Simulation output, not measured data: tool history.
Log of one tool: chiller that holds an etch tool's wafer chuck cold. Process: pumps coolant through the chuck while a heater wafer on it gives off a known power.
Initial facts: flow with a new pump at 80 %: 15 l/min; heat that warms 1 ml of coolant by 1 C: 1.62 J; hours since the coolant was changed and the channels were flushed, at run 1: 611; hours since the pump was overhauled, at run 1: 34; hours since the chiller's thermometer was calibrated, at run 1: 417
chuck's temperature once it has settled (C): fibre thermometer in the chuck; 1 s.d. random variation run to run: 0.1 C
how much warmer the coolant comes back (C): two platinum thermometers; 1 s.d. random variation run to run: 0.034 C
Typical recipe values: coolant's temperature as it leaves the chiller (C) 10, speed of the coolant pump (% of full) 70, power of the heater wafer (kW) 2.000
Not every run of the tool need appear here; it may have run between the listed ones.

run	hour	coolant's temperature as it leaves the chiller (C)	speed of the coolant pump (% of full)	power of the heater wafer (kW)	hours since the coolant was changed and the channels were flushed	hours since the pump was overhauled	hours since the chiller's thermometer was calibrated	chuck's temperature once it has settled (C)	how much warmer the coolant comes back (C)
1	0.0	10	70	2.000	611	34	417	25.8	5.74
2	23.9	10	85	2.000	635	58	441	23.2	4.63
3	48.2	10	70	2.000	659	82	465	25.6	5.75
4	70.2	10	70	2.000	681	104	487	25.6	5.77
5	90.7	10	70	2.000	701	125	507	25.7	5.71
6	109.8	10	70	2.000	720	144	527	25.7	5.76
7	133.4	10	70	2.000	744	167	550	25.9	5.75
8	150.0	10	70	2.000	761	184	567	25.9	5.78
9	172.0	10	70	2.000	783	206	589	25.8	5.75
10	200.8	10	70	2.000	811	235	618	25.8	5.75
11	221.9	10	70	2.000	832	256	639	25.9	5.74
12	256.9	10	70	2.000	867	291	674	26.0	5.79
13	288.7	10	70	2.000	899	323	705	25.8	5.77
14	319.1	10	70	2.000	930	353	736	26.0	5.82
15	355.1	10	64	2.000	966	389	772	27.2	6.36
16	382.0	10	64	2.000	993	416	799	27.2	6.32
17	398.7	10	64	2.000	1009	433	815	27.4	6.35
18	416.9	10	61	2.000	1027	451	834	28.0	6.67
19	449.0	6	77	1.280	1060	483	866	15.5	3.39
20	482.8	18	62	1.280	1093	517	900	29.4	4.24
21	506.5	10	72	2.000	1117	540	923	25.7	5.61
22	522.1	7	67	2.000	1133	556	939	23.8	6.12

Forecast each of these 4 alternatives for the next run:
A	548.6	7	67	2.450	1159	583	965	?	?
B	548.6	7	71	1.930	1159	583	965	?	?
C	548.6	12	70	2.000	1159	583	965	?	?
D	548.6	11	74	2.433	1159	583	965	?	?

run	chuck's temperature once it has settled (C)	how much warmer the coolant comes back (C)
A	27.6	7.45
B	22.5	5.50
C	28.2	5.82
D	29.7	6.69
The same runs, with their run-to-run variation unchanged, on a tool lacking any hidden condition would have given:
run	chuck's temperature once it has settled (C)	how much warmer the coolant comes back (C)
A	26.6	7.27
B	21.7	5.37
C	27.3	5.68
D	28.7	6.53

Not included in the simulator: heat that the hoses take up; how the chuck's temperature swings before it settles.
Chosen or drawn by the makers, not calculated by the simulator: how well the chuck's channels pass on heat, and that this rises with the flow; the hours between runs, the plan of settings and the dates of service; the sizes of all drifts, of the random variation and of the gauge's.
